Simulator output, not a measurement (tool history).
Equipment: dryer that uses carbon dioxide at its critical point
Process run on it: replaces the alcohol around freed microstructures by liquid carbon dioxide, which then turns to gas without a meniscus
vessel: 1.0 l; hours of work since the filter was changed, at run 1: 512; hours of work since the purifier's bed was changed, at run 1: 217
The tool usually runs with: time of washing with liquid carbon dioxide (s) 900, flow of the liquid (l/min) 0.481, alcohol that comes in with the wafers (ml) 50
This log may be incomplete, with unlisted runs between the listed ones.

run   hour  time of washing with liquid carbon dioxide (s)  flow of the liquid (l/min)  alcohol that comes in with the wafers (ml)  hours of work since the filter was changed  hours of work since the purifier's bed was changed  alcohol left in the vessel before it's heated (ppm by volume)
  1      0                                             900                       0.481                                          50                                         512                                                 217                                                            141
  2   17.3                                             900                       0.481                                          50                                         523                                                 228                                                            152
  3   32.2                                             900                       0.481                                          50                                         532                                                 237                                                            149
  4   40.5                                             900                       0.481                                          50                                         537                                                 242                                                            146
  5   58.2                                             660                       0.481                                          50                                         548                                                 253                                                            650
  6   66.6                                            1320                       0.481                                          50                                         553                                                 258                                                             31
  7   84.3                                             900                        0.53                                          50                                         564                                                 269                                                             85
  8   99.7                                             900                        0.53                                          50                                         574                                                 278                                                             92
  9  115.3                                             660                       0.481                                          50                                         584                                                 288                                                            658
 10  125.1                                             660                       0.481                                          50                                         590                                                 294                                                            663
 11  133.4                                             660                       0.481                                          50                                         595                                                 299                                                            678
       136  -- inlet filter changed
 12  143.1                                             900                       0.481                                          75                                           4                                                 305                                                            158
 13  154.9                                             900                       0.481                                          61                                          12                                                 312                                                            132
 14  172.4                                             900                       0.481                                          61                                          22                                                 323                                                            132
 15  180.4                                             900                       0.294                                          50                                          27                                                 327                                                           1042
 16  190.1                                            1200                       0.294                                          50                                          33                                                 333                                                            308
 17  201.6                                            1200                       0.294                                          50                                          40                                                 341                                                            286
 18    216                                            1200                       0.584                                          50                                          49                                                 349                                                             30
 19  224.9                                            1200                       0.584                                          50                                          55                                                 355                                                             18
 20  238.7                                            1200                       0.584                                          50                                          63                                                 363                                                             25
 21  252.3                                            1200                       0.584                                          50                                          72                                                 372                                                             27
 22  265.2                                            1200                       0.584                                          50                                          80                                                 380                                                             29
 23  275.2                                            1200                       0.584                                          50                                          86                                                 386                                                             17
 24  282.9                                            1380                       0.307                                          22                                          91                                                 391                                                             66
 25  295.1                                             600                       0.596                                          34                                          98                                                 398                                                            229
 26    311                                             780                       0.481                                          50                                         108                                                 408                                                            247
 27  326.8                                             900                       0.481                                          63                                         118                                                 418                                                            157
 28    335                                             900                       0.481                                          63                                         123                                                 423                                                            162
 29  348.7                                             900                       0.465                                          40                                         131                                                 431                                                            138
 30    363                                             660                       0.481                                          50                                         140                                                 440                                                            551
 31    373                                             660                       0.481                                          50                                         146                                                 446                                                            554
 32  390.7                                            1020                       0.611                                          26                                         157                                                 457                                                             36
 33  401.7                                             720                       0.726                                          99                                         164                                                 464                                                             87
 34  412.8                                             720                       0.726                                          99                                         171                                                 471                                                             88
 35  422.2                                             900                       0.629                                          50                                         177                                                 477                                                             45
 36  438.8                                            1140                       0.575                                          37                                         187                                                 487                                                             37
 37  456.3                                            1020                       0.532                                          50                                         198                                                 498                                                             65
 38  469.1                                            1020                       0.532                                          50                                         206                                                 506                                                             59
 39    487                                            1020                       0.532                                          50                                         217                                                 517                                                             62
 40  500.1                                            1320                       0.481                                          93                                         225                                                 525                                                             38
 41  511.7                                             900                       0.618                                          29                                         232                                                 532                                                             49
 42  522.1                                             900                       0.618                                          32                                         238                                                 538                                                             50
 43  534.5                                             900                       0.618                                          32                                         246                                                 546                                                             48
 44  546.6                                             900                       0.618                                          32                                         253                                                 553                                                             48
 45  555.2                                             720                       0.805                                          26                                         259                                                 559                                                             41
 46  570.9                                             900                       0.384                                          41                                         268                                                 568                                                            347

Forecast each of these 3 alternatives for the next run:
  A  578.5                                             780                        0.34                                         111                                         273                                                 573                                                              ?
  B  578.5                                            1440                       0.359                                          28                                         273                                                 573                                                              ?
  C  578.5                                            1260                       0.384                                          41                                         273                                                 573                                                              ?

run  alcohol left in the vessel before it's heated (ppm by volume)
  A                                                           2547
  B                                                             47
  C                                                             79
What these runs would have given with no unlogged condition in the tool:
run  alcohol left in the vessel before it's heated (ppm by volume)
  A                                                           2209
  B                                                             12
  C                                                             39
